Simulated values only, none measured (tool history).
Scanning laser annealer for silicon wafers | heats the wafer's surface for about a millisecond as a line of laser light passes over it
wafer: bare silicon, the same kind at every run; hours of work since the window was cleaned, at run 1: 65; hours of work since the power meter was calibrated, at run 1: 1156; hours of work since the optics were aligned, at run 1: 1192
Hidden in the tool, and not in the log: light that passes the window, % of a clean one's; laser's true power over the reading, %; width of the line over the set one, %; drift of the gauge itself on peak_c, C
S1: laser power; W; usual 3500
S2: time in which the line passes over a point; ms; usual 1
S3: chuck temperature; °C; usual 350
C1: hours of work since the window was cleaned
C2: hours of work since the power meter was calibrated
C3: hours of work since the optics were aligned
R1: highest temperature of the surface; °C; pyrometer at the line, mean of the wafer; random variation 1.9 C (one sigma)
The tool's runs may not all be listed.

run   hour    S1    S2   S3   C1    C2    C3    R1
  1      0  3500     1  350   65  1156  1192  1140
  2     34  3500     1  350   79  1170  1206  1141
  3   65.3  3500     1  350   93  1184  1220  1140
  4  115.6  3500     1  385  115  1206  1242  1176
  5  170.6  3500     1  350  139  1230  1266  1142
     183.8  -- optics aligned, line set to its width
  6  206.5  3500     1  350  152  1243    10  1143
  7  264.7  3500     1  351  177  1269    35  1145
  8  321.8  3500     1  351  202  1293    60  1144
  9  349.1  3500  1.11  350  214  1305    72  1183
 10  411.2  3500     1  350  241  1332    99  1142
 11    465  3500     1  350  265  1356   122  1144
 12  512.6  3571     1  335  285  1376   143  1147
 13  540.2  2999   0.9  379  297  1388   155  1005

The next listed run, before its measurement:
 14  567.5  3631   1  350  309  1400  167   ?

R1: 1176 °C
Without the tool's hidden state the same run would have given R1 1176 °C.
